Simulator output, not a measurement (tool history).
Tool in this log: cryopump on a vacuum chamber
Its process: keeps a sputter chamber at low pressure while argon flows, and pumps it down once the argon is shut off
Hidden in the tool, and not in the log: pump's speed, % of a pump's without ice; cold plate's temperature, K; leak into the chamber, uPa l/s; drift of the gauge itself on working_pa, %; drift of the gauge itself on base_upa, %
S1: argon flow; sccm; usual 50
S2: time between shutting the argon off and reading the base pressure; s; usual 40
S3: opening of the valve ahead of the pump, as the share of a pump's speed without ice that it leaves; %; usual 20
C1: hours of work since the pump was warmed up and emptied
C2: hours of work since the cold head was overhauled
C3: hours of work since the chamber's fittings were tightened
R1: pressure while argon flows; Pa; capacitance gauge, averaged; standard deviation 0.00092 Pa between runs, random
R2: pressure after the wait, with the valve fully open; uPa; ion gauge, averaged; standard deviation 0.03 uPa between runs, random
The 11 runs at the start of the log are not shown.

Run 12, day 18.6: usual settings; C1 352; C2 955; C3 312. Result: R1 0.1993 Pa, R2 1.62 uPa.
Run 13, day 19.933: usual settings but S3 52 %; C1 369; C2 972; C3 329. Result: R1 0.0805 Pa, R2 1.59 uPa.
Run 14, day 21.683: usual settings but S1 31 sccm; C1 392; C2 994; C3 351. Result: R1 0.1235 Pa, R2 1.65 uPa.
Run 15, day 23.912: usual settings but S1 54 sccm; C1 420; C2 1022; C3 379. Result: R1 0.2166 Pa, R2 1.66 uPa.
Run 16, day 25.175: usual settings but S1 54 sccm, S2 89 s, S3 43 %; C1 436; C2 1039; C3 395. Result: R1 0.1047 Pa, R2 0.88 uPa.
Run 17, day 27.075: usual settings but S1 46 sccm, S2 25 s, S3 43 %; C1 460; C2 1063; C3 420. Result: R1 0.0903 Pa, R2 2.47 uPa.
Run 18, day 28.967: usual settings but S1 56 sccm, S2 34 s, S3 18 %; C1 484; C2 1087; C3 444. Result: R1 0.2486 Pa, R2 1.87 uPa.
Run 19, day 30.788: usual settings but S1 56 sccm, S2 34 s, S3 18 %; C1 508; C2 1110; C3 467. Result: R1 0.2507 Pa, R2 1.91 uPa.
Run 20, day 31.879: usual settings but S1 56 sccm, S2 34 s, S3 18 %; C1 522; C2 1124; C3 481. Result: R1 0.2494 Pa, R2 1.86 uPa.
Run 21, day 33.025: usual settings but S1 29 sccm, S2 112 s, S3 27 %; C1 536; C2 1139; C3 495. Result: R1 0.0872 Pa, R2 0.8 uPa.
Run 22, day 34.112: usual settings but S1 29 sccm, S2 112 s, S3 27 %; C1 550; C2 1152; C3 509. Result: R1 0.0881 Pa, R2 0.78 uPa.
Run 23, day 35.333: usual settings but S1 29 sccm, S2 112 s, S3 27 %; C1 566; C2 1168; C3 525. Result: R1 0.0889 Pa, R2 0.81 uPa.
At day 36.642: pump warmed up, emptied and cooled again.
Run 24, day 37.538: usual settings but S1 29 sccm, S2 112 s, S3 27 %; C1 11; C2 1193; C3 550. Result: R1 0.0835 Pa, R2 0.76 uPa.
Run 25, day 38.508: usual settings but S1 77 sccm, S2 178 s, S3 36 %; C1 24; C2 1206; C3 563. Result: R1 0.1656 Pa, R2 0.58 uPa.
Run 26, day 40.762: usual settings but S1 77 sccm, S2 178 s, S3 36 %; C1 52; C2 1234; C3 591. Result: R1 0.1666 Pa, R2 0.57 uPa.
Run 27, day 42.558: usual settings but S1 47 sccm, S2 100 s, S3 21 %; C1 75; C2 1257; C3 614. Result: R1 0.1728 Pa, R2 0.87 uPa.
Run 28, day 43.542: usual settings but S1 32 sccm, S2 288 s, S3 24 %; C1 88; C2 1270; C3 627. Result: R1 0.1035 Pa, R2 0.5 uPa.
Run 29, day 44.575: usual settings but S1 27 sccm, S3 45 %; C1 101; C2 1283; C3 640. Result: R1 0.0483 Pa, R2 1.66 uPa.
Run 30, day 46.442: usual settings but S1 45 sccm, S3 40 %; C1 125; C2 1307; C3 664. Result: R1 0.0887 Pa, R2 1.6 uPa.

Alternative continuations, all from the tool just after run 30; predict every row:
Run A, day 48.121: usual settings but S1 45 sccm, S2 108 s, S3 33 %; C1 146; C2 1328; C3 685. Result: R1 ?, R2 ?.
Run B, day 48.121: usual settings but S1 96 sccm, S3 40 %; C1 146; C2 1328; C3 685. Result: R1 ?, R2 ?.
Run C, day 48.121: usual settings but S2 35 s, S3 41 %; C1 146; C2 1328; C3 685. Result: R1 ?, R2 ?.

run      R1    R2
  A  0.1073  0.82
  B  0.1905  1.65
  C   0.098  1.89
With no hidden state in the tool, these same runs would have given:
run      R1    R2
  A  0.1048  0.64
  B  0.1852  1.47
  C  0.0952  1.72

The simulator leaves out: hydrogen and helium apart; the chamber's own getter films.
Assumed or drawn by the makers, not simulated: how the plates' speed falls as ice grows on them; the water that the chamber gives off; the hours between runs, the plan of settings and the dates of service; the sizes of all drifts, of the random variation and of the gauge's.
